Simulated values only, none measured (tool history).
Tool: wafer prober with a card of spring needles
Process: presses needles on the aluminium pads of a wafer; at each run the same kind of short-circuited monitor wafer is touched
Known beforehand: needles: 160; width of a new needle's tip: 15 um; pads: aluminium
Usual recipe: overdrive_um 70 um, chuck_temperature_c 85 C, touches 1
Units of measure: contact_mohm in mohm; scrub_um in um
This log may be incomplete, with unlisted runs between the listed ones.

run	hour	overdrive_um	chuck_temperature_c	touches	contact_mohm	scrub_um
1	0.0	70	85	1	192	16.68
# hour 9.4: tips cleaned on abrasive film
2	17.0	70	85	1	231	16.51
# hour 19.5: tips cleaned on abrasive film
# hour 29.2: tips cleaned on abrasive film
3	32.4	70	85	1	208	16.32
# hour 40.2: tips cleaned on abrasive film
4	47.6	70	85	1	235	16.48
# hour 50.1: tips cleaned on abrasive film
# hour 61.6: tips cleaned on abrasive film
# hour 71.8: tips cleaned on abrasive film
5	71.8	70	85	1	180	16.41
# hour 82.0: tips cleaned on abrasive film
# hour 92.1: tips cleaned on abrasive film
6	95.7	70	85	1	217	16.40
# hour 102.1: tips cleaned on abrasive film
# hour 112.6: tips cleaned on abrasive film
# hour 124.1: tips cleaned on abrasive film
7	125.4	70	85	1	189	16.31
# hour 134.3: tips cleaned on abrasive film
# hour 145.6: tips cleaned on abrasive film
8	153.9	70	85	1	243	16.22
# hour 156.4: tips cleaned on abrasive film
# hour 156.7: height of the first contact set anew
# hour 168.2: tips cleaned on abrasive film
9	169.3	70	85	1	197	15.89
# hour 178.3: tips cleaned on abrasive film
10	184.2	70	85	2	209	16.01
# hour 188.7: tips cleaned on abrasive film
# hour 199.8: tips cleaned on abrasive film
# hour 209.6: tips cleaned on abrasive film
11	209.6	70	85	2	178	15.83
# hour 219.7: tips cleaned on abrasive film
# hour 230.6: tips cleaned on abrasive film
12	238.2	70	85	2	216	15.83
# hour 240.7: tips cleaned on abrasive film
# hour 250.8: tips cleaned on abrasive film
# hour 257.2: height of the first contact set anew, once more
13	257.2	70	39	1	220	16.94
# hour 262.1: tips cleaned on abrasive film
# hour 271.9: tips cleaned on abrasive film
14	278.3	70	85	3	194	16.99
# hour 282.3: tips cleaned on abrasive film
# hour 292.6: tips cleaned on abrasive film
# hour 304.0: tips cleaned on abrasive film
15	309.4	70	85	3	195	16.79
# hour 315.4: tips cleaned on abrasive film
# hour 326.2: tips cleaned on abrasive film
# hour 337.0: tips cleaned on abrasive film
16	337.0	70	33	2	169	16.67
# hour 347.3: tips cleaned on abrasive film
17	354.7	70	33	2	210	16.49
# hour 357.2: tips cleaned on abrasive film
# hour 367.6: tips cleaned on abrasive film
# hour 377.7: tips cleaned on abrasive film
18	382.4	56	30	1	252	13.30
# hour 389.6: tips cleaned on abrasive film
# hour 400.6: tips cleaned on abrasive film
# hour 410.4: tips cleaned on abrasive film
19	411.2	56	61	3	181	13.25
# hour 420.7: tips cleaned on abrasive film
# hour 432.3: tips cleaned on abrasive film
20	441.0	70	105	1	250	16.48
# hour 443.5: tips cleaned on abrasive film
# hour 455.2: tips cleaned on abrasive film
21	458.9	80	43	1	198	18.93
# hour 465.7: tips cleaned on abrasive film
# hour 475.4: tips cleaned on abrasive film
22	483.5	80	43	1	223	18.79
# hour 486.0: tips cleaned on abrasive film
# hour 497.0: tips cleaned on abrasive film
# hour 509.1: tips cleaned on abrasive film
23	510.2	52	85	1	215	12.19
# hour 519.1: tips cleaned on abrasive film
# hour 530.7: tips cleaned on abrasive film
24	532.7	57	45	2	200	13.27
# hour 542.2: tips cleaned on abrasive film
# hour 554.2: tips cleaned on abrasive film
25	559.9	57	45	2	233	13.23
# hour 565.5: tips cleaned on abrasive film
# hour 577.2: tips cleaned on abrasive film
26	586.5	76	81	2	216	17.83
# hour 589.0: tips cleaned on abrasive film
# hour 599.9: tips cleaned on abrasive film
27	605.4	88	53	2	189	20.50
# hour 609.8: tips cleaned on abrasive film
# hour 621.3: tips cleaned on abrasive film
# hour 632.1: tips cleaned on abrasive film
28	640.6	70	124	1	258	16.10

Had the tool no unlogged condition, and each run kept its random variation, what would the results have been?
The hidden state here: debris on the tips, nm; way that the needles fall short of the set height, um; tips' diameter, um; drift of the gauge itself on contact_mohm, %; drift of the gauge itself on scrub_um, %.
run	contact_mohm	scrub_um
1	168	17.08
2	169	16.93
3	168	16.77
4	167	16.96
5	169	16.95
6	171	16.98
7	166	16.95
8	166	16.90
9	172	16.81
10	169	16.96
11	169	16.84
12	168	16.88
13	157	16.94
14	169	17.04
15	171	16.91
16	159	16.85
17	160	16.70
18	165	13.57
19	168	13.58
20	172	16.84
21	157	19.34
22	159	19.24
23	178	12.70
24	165	13.82
25	165	13.82
26	168	18.46
27	157	21.16
28	177	16.82
